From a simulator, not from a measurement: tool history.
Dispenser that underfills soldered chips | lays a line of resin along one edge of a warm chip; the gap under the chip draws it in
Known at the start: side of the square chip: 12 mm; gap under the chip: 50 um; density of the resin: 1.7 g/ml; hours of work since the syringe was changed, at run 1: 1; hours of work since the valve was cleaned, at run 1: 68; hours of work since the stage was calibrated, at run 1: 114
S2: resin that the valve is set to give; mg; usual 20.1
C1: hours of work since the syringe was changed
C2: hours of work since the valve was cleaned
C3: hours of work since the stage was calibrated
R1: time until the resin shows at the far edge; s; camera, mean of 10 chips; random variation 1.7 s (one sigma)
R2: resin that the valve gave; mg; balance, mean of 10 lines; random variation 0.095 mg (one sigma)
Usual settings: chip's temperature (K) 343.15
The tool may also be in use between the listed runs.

Run 1, hour 0: usual settings; C1 1; C2 68; C3 114. Result: R1 181.5 s, R2 19.06 mg.
Run 2, hour 5.5: usual settings; C1 4; C2 72; C3 118. Result: R1 247.7 s, R2 19 mg.
Run 3, hour 10.2: usual settings but S2 22.1 mg; C1 7; C2 75; C3 121. Result: R1 308.9 s, R2 20.82 mg.
At hour 12.5: new syringe of resin.
Run 4, hour 15: usual settings but chip's temperature (K) 331.15; C1 2; C2 77; C3 123. Result: R1 316.7 s, R2 18.86 mg.
Run 5, hour 21.9: usual settings but chip's temperature (K) 335.15; C1 6; C2 82; C3 128. Result: R1 381 s, R2 18.85 mg.
Run 6, hour 24.8: usual settings; C1 8; C2 84; C3 130. Result: R1 324.5 s, R2 18.99 mg.
At hour 26.3: new syringe of resin.
Run 7, hour 30.2: usual settings; C1 2; C2 87; C3 133. Result: R1 213 s, R2 18.83 mg.
Run 8, hour 37: usual settings; C1 7; C2 91; C3 137. Result: R1 298.2 s, R2 18.67 mg.
At hour 40.4: new syringe of resin.
Run 9, hour 40.9: usual settings; C1 0; C2 93; C3 139. Result: R1 181 s, R2 18.63 mg.
Run 10, hour 44.6: usual settings; C1 3; C2 96; C3 142. Result: R1 217.7 s, R2 18.59 mg.
Run 11, hour 49.8: usual settings; C1 6; C2 99; C3 145. Result: R1 281.4 s, R2 18.59 mg.
Run 12, hour 52.8: usual settings; C1 8; C2 101; C3 147. Result: R1 332.8 s, R2 18.66 mg.
At hour 54.3: new syringe of resin.
Run 13, hour 60.2: usual settings; C1 4; C2 105; C3 151. Result: R1 238.9 s, R2 18.64 mg.
Run 14, hour 64.9: usual settings; C1 7; C2 108; C3 154. Result: R1 302.4 s, R2 18.52 mg.
At hour 67.9: new syringe of resin.
Run 15, hour 69.8: usual settings but chip's temperature (K) 347.15; C1 1; C2 111; C3 157. Result: R1 170.5 s, R2 18.5 mg.
Run 16, hour 75.1: usual settings; C1 5; C2 115; C3 161. Result: R1 256.2 s, R2 18.45 mg.
At hour 81.7: new syringe of resin.
Run 17, hour 81.7: usual settings; C1 0; C2 118; C3 164. Result: R1 175.9 s, R2 18.34 mg.
Run 18, hour 86: usual settings; C1 3; C2 121; C3 167. Result: R1 218.3 s, R2 18.37 mg.
Run 19, hour 90.1: usual settings but S2 21.6 mg; C1 5; C2 124; C3 170. Result: R1 263.6 s, R2 19.74 mg.
Run 20, hour 94.6: usual settings but chip's temperature (K) 332.15, S2 21.8 mg; C1 8; C2 127; C3 173. Result: R1 511.3 s, R2 19.83 mg.
At hour 95.5: new syringe of resin.
Run 21, hour 99.1: usual settings but chip's temperature (K) 330.15, S2 23.3 mg; C1 2; C2 129; C3 175. Result: R1 345.9 s, R2 21.3 mg.
Run 22, hour 106: usual settings but chip's temperature (K) 340.15, S2 17.5 mg; C1 7; C2 134; C3 180. Result: R1 348.9 s, R2 15.86 mg.
At hour 107.5: dispensing valve cleaned and set on the balance.
At hour 110.4: new syringe of resin.
Run 23, hour 110.4: usual settings but chip's temperature (K) 353.15, S2 21.2 mg; C1 0; C2 2; C3 181. Result: R1 121.3 s, R2 21.11 mg.

The next listed run, before its measurement:
Run 24, hour 117.5: usual settings but chip's temperature (K) 353.15, S2 21.2 mg; C1 4; C2 6; C3 186. Result: R1 ?, R2 ?.

{"run 24": {"R1": 170.6, "R2": 21.01}}
Without the tool's hidden state the same run would have given R1 115 s, R2 21.1 mg.
